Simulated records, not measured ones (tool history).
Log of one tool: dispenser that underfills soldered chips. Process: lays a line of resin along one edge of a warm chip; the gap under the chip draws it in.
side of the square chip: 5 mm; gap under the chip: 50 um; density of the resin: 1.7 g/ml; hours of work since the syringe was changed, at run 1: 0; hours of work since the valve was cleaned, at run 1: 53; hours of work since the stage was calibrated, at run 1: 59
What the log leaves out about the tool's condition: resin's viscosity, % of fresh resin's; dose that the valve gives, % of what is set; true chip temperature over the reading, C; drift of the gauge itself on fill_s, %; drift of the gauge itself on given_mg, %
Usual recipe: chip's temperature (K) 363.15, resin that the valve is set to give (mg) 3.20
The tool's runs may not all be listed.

run,day,chip's temperature (K),resin that the valve is set to give (mg),hours of work since the syringe was changed,hours of work since the valve was cleaned,hours of work since the stage was calibrated,time until the resin shows at the far edge (s),resin that the valve gave (mg)
1,0.000,363.15,3.20,0,53,59,33.2,3.17
2,0.196,363.15,3.20,4,56,63,37.7,3.12
# day 0.396: new syringe of resin
3,0.558,363.15,3.20,3,62,69,36.5,3.05
# day 0.796: new syringe of resin
4,0.867,363.15,3.20,1,68,75,35.4,2.98
5,1.125,367.15,3.20,6,72,79,34.0,2.97
# day 1.192: new syringe of resin
6,1.342,367.15,3.20,3,76,83,31.3,2.99
# day 1.592: new syringe of resin
7,1.667,367.15,3.20,1,82,89,29.4,2.98
8,1.921,363.15,2.77,6,86,93,42.7,2.50
# day 2.004: new syringe of resin
9,2.258,363.15,2.77,5,92,99,39.7,2.52
# day 2.412: new syringe of resin
10,2.579,363.15,2.77,3,98,105,39.8,2.52
11,2.767,363.15,2.77,6,101,108,44.5,2.54
# day 2.838: new syringe of resin
12,3.054,363.15,2.77,4,106,113,39.6,2.51
# day 3.238: new syringe of resin
13,3.425,363.15,2.77,3,113,120,39.7,2.49
14,3.604,363.15,2.77,7,116,123,43.7,2.59
# day 3.633: new syringe of resin
15,3.929,363.15,2.77,5,122,129,42.4,2.49
# day 4.038: new syringe of resin
16,4.092,363.15,2.77,1,124,131,36.5,2.41
17,4.267,363.15,2.77,4,128,135,41.0,2.42
# day 4.433: new syringe of resin
18,4.542,363.15,2.94,2,132,139,36.6,2.62
# day 4.683: dispensing valve cleaned and set on the balance
19,4.758,371.15,3.20,5,1,142,27.9,3.15
# day 4.879: new syringe of resin
20,5.104,356.15,2.77,4,7,149,54.0,2.75
# day 5.283: new syringe of resin
21,5.362,361.15,3.03,1,12,153,38.3,2.92
# day 5.692: new syringe of resin
22,5.708,352.15,3.20,0,18,159,56.1,3.27
23,5.946,363.15,3.48,5,22,163,37.5,3.35
# day 6.104: new syringe of resin
24,6.133,377.15,2.95,0,25,167,18.0,2.77
25,6.483,352.15,3.86,7,32,173,67.1,3.75
# day 6.529: new syringe of resin
26,6.846,352.15,3.86,6,38,179,65.7,3.67
# day 6.950: new syringe of resin
27,7.217,375.15,3.01,5,45,186,23.2,2.97
# day 7.371: new syringe of resin
28,7.596,374.15,3.34,4,51,192,22.7,3.25
# day 7.788: new syringe of resin
29,7.800,367.15,3.20,0,55,196,27.9,2.95
30,8.129,363.15,3.88,6,61,202,41.3,3.67
# day 8.208: new syringe of resin
31,8.358,369.15,4.07,3,65,206,26.9,3.89
# day 8.608: new syringe of resin
32,8.742,365.15,3.25,2,71,212,33.0,3.12
# day 9.025: new syringe of resin
33,9.058,361.15,2.71,1,77,218,38.2,2.51
34,9.317,372.15,3.65,5,82,223,25.4,3.44
# day 9.442: new syringe of resin
35,9.650,372.15,3.65,4,87,229,24.4,3.33

What differs in the tool's unlogged condition from the final listed run ahead of each entry between runs to the first listed run following it?
Logged between run 2 and run 3: new syringe of resin (day 0.396)
  resin's viscosity, % of fresh resin's: 111.3 -> 108.3; dose that the valve gives, % of what is set: 94.76 -> 94.18; true chip temperature over the reading, C: 0.04 -> 0.07
  measured minus no-state result, time until the resin shows at the far edge (s): +4.1 -> +3.1; resin that the valve gave (mg): -0.17 -> -0.18
Logged between run 3 and run 4: new syringe of resin (day 0.796)
  resin's viscosity, % of fresh resin's: 108.3 -> 104.9; dose that the valve gives, % of what is set: 94.18 -> 93.66; true chip temperature over the reading, C: 0.07 -> 0.09
  measured minus no-state result, time until the resin shows at the far edge (s): +3.1 -> +1.9; resin that the valve gave (mg): -0.18 -> -0.20
Logged between run 5 and run 6: new syringe of resin (day 1.192)
  resin's viscosity, % of fresh resin's: 122.5 -> 108.4; dose that the valve gives, % of what is set: 93.26 -> 92.91; true chip temperature over the reading, C: 0.11 -> 0.13
  measured minus no-state result, time until the resin shows at the far edge (s): +6.6 -> +2.6; resin that the valve gave (mg): -0.22 -> -0.23
Logged between run 6 and run 7: new syringe of resin (day 1.592)
  resin's viscosity, % of fresh resin's: 108.4 -> 105.3; dose that the valve gives, % of what is set: 92.91 -> 92.44; true chip temperature over the reading, C: 0.13 -> 0.16
  measured minus no-state result, time until the resin shows at the far edge (s): +2.6 -> +1.8; resin that the valve gave (mg): -0.23 -> -0.24
Logged between run 8 and run 9: new syringe of resin (day 2.004)
  resin's viscosity, % of fresh resin's: 122.7 -> 113.5; dose that the valve gives, % of what is set: 92.02 -> 91.5; true chip temperature over the reading, C: 0.18 -> 0.21
  measured minus no-state result, time until the resin shows at the far edge (s): +8.6 -> +5.5; resin that the valve gave (mg): -0.22 -> -0.23
Logged between run 9 and run 10: new syringe of resin (day 2.412)
  resin's viscosity, % of fresh resin's: 113.5 -> 111.5; dose that the valve gives, % of what is set: 91.5 -> 90.96; true chip temperature over the reading, C: 0.21 -> 0.24
  measured minus no-state result, time until the resin shows at the far edge (s): +5.5 -> +4.8; resin that the valve gave (mg): -0.23 -> -0.25
Logged between run 11 and run 12: new syringe of resin (day 2.838)
  resin's viscosity, % of fresh resin's: 125 -> 112.4; dose that the valve gives, % of what is set: 90.64 -> 90.17; true chip temperature over the reading, C: 0.26 -> 0.28
  measured minus no-state result, time until the resin shows at the far edge (s): +9.8 -> +5.2; resin that the valve gave (mg): -0.26 -> -0.27
Logged between run 12 and run 13: new syringe of resin (day 3.238)
  resin's viscosity, % of fresh resin's: 112.4 -> 108.9; dose that the valve gives, % of what is set: 90.17 -> 89.57; true chip temperature over the reading, C: 0.28 -> 0.31
  measured minus no-state result, time until the resin shows at the far edge (s): +5.2 -> +4.1; resin that the valve gave (mg): -0.27 -> -0.29
Logged between run 14 and run 15: new syringe of resin (day 3.633)
  resin's viscosity, % of fresh resin's: 121.4 -> 119; dose that the valve gives, % of what is set: 89.24 -> 88.71; true chip temperature over the reading, C: 0.33 -> 0.35
  measured minus no-state result, time until the resin shows at the far edge (s): +8.6 -> +7.8; resin that the valve gave (mg): -0.30 -> -0.31
Logged between run 15 and run 16: new syringe of resin (day 4.038)
  resin's viscosity, % of fresh resin's: 119 -> 102.9; dose that the valve gives, % of what is set: 88.71 -> 88.42; true chip temperature over the reading, C: 0.35 -> 0.37
  measured minus no-state result, time until the resin shows at the far edge (s): +7.8 -> +2.0; resin that the valve gave (mg): -0.31 -> -0.32
Logged between run 17 and run 18: new syringe of resin (day 4.433)
  resin's viscosity, % of fresh resin's: 114.5 -> 106.8; dose that the valve gives, % of what is set: 88.13 -> 87.74; true chip temperature over the reading, C: 0.38 -> 0.4
  measured minus no-state result, time until the resin shows at the far edge (s): +6.3 -> +3.1; resin that the valve gave (mg): -0.32 -> -0.36
Logged between run 18 and run 19: dispensing valve cleaned and set on the balance (day 4.683)
  resin's viscosity, % of fresh resin's: 106.8 -> 118.6; dose that the valve gives, % of what is set: 87.74 -> 100.08; true chip temperature over the reading, C: 0.4 -> 0.42
  measured minus no-state result, time until the resin shows at the far edge (s): +3.1 -> +3.9; resin that the valve gave (mg): -0.36 -> +0.00
Logged between run 19 and run 20: new syringe of resin (day 4.879)
  resin's viscosity, % of fresh resin's: 118.6 -> 113.2; dose that the valve gives, % of what is set: 100.08 -> 99.55; true chip temperature over the reading, C: 0.42 -> 0.45
  measured minus no-state result, time until the resin shows at the far edge (s): +3.9 -> +5.3; resin that the valve gave (mg): +0.00 -> -0.02
Logged between run 20 and run 21: new syringe of resin (day 5.283)
  resin's viscosity, % of fresh resin's: 113.2 -> 105.9; dose that the valve gives, % of what is set: 99.55 -> 99.19; true chip temperature over the reading, C: 0.45 -> 0.47
  measured minus no-state result, time until the resin shows at the far edge (s): +5.3 -> +1.4; resin that the valve gave (mg): -0.02 -> -0.03
Logged between run 21 and run 22: new syringe of resin (day 5.692)
  resin's viscosity, % of fresh resin's: 105.9 -> 100.9; dose that the valve gives, % of what is set: 99.19 -> 98.65; true chip temperature over the reading, C: 0.47 -> 0.5
  measured minus no-state result, time until the resin shows at the far edge (s): +1.4 -> -0.7; resin that the valve gave (mg): -0.03 -> -0.04
Logged between run 23 and run 24: new syringe of resin (day 6.104)
  resin's viscosity, % of fresh resin's: 116.5 -> 102.7; dose that the valve gives, % of what is set: 98.25 -> 97.97; true chip temperature over the reading, C: 0.52 -> 0.53
  measured minus no-state result, time until the resin shows at the far edge (s): +4.6 -> +0.1; resin that the valve gave (mg): -0.06 -> -0.06
Logged between run 25 and run 26: new syringe of resin (day 6.529)
  resin's viscosity, % of fresh resin's: 127 -> 121.2; dose that the valve gives, % of what is set: 97.38 -> 96.8; true chip temperature over the reading, C: 0.56 -> 0.6
  measured minus no-state result, time until the resin shows at the far edge (s): +12.9 -> +10.0; resin that the valve gave (mg): -0.10 -> -0.12
Logged between run 26 and run 27: new syringe of resin (day 6.950)
  resin's viscosity, % of fresh resin's: 121.2 -> 117.8; dose that the valve gives, % of what is set: 96.8 -> 96.19; true chip temperature over the reading, C: 0.6 -> 0.63
  measured minus no-state result, time until the resin shows at the far edge (s): +10.0 -> +3.1; resin that the valve gave (mg): -0.12 -> -0.11
Logged between run 27 and run 28: new syringe of resin (day 7.371)
  resin's viscosity, % of fresh resin's: 117.8 -> 112.2; dose that the valve gives, % of what is set: 96.19 -> 95.58; true chip temperature over the reading, C: 0.63 -> 0.66
  measured minus no-state result, time until the resin shows at the far edge (s): +3.1 -> +2.0; resin that the valve gave (mg): -0.11 -> -0.15
Logged between run 28 and run 29: new syringe of resin (day 7.788)
  resin's viscosity, % of fresh resin's: 112.2 -> 101.5; dose that the valve gives, % of what is set: 95.58 -> 95.24; true chip temperature over the reading, C: 0.66 -> 0.67
  measured minus no-state result, time until the resin shows at the far edge (s): +2.0 -> -0.2; resin that the valve gave (mg): -0.15 -> -0.16
Logged between run 30 and run 31: new syringe of resin (day 8.208)
  resin's viscosity, % of fresh resin's: 124.1 -> 109.6; dose that the valve gives, % of what is set: 94.68 -> 94.32; true chip temperature over the reading, C: 0.7 -> 0.72
  measured minus no-state result, time until the resin shows at the far edge (s): +6.9 -> +1.7; resin that the valve gave (mg): -0.21 -> -0.23
Logged between run 31 and run 32: new syringe of resin (day 8.608)
  resin's viscosity, % of fresh resin's: 109.6 -> 107.5; dose that the valve gives, % of what is set: 94.32 -> 93.72; true chip temperature over the reading, C: 0.72 -> 0.75
  measured minus no-state result, time until the resin shows at the far edge (s): +1.7 -> +1.5; resin that the valve gave (mg): -0.23 -> -0.20
Logged between run 32 and run 33: new syringe of resin (day 9.025)
  resin's viscosity, % of fresh resin's: 107.5 -> 101.5; dose that the valve gives, % of what is set: 93.72 -> 93.22; true chip temperature over the reading, C: 0.75 -> 0.77
  measured minus no-state result, time until the resin shows at the far edge (s): +1.5 -> +0.1; resin that the valve gave (mg): -0.20 -> -0.19
Logged between run 34 and run 35: new syringe of resin (day 9.442)
  resin's viscosity, % of fresh resin's: 118.8 -> 113.1; dose that the valve gives, % of what is set: 92.82 -> 92.33; true chip temperature over the reading, C: 0.8 -> 0.83
  measured minus no-state result, time until the resin shows at the far edge (s): +3.4 -> +2.2; resin that the valve gave (mg): -0.26 -> -0.27

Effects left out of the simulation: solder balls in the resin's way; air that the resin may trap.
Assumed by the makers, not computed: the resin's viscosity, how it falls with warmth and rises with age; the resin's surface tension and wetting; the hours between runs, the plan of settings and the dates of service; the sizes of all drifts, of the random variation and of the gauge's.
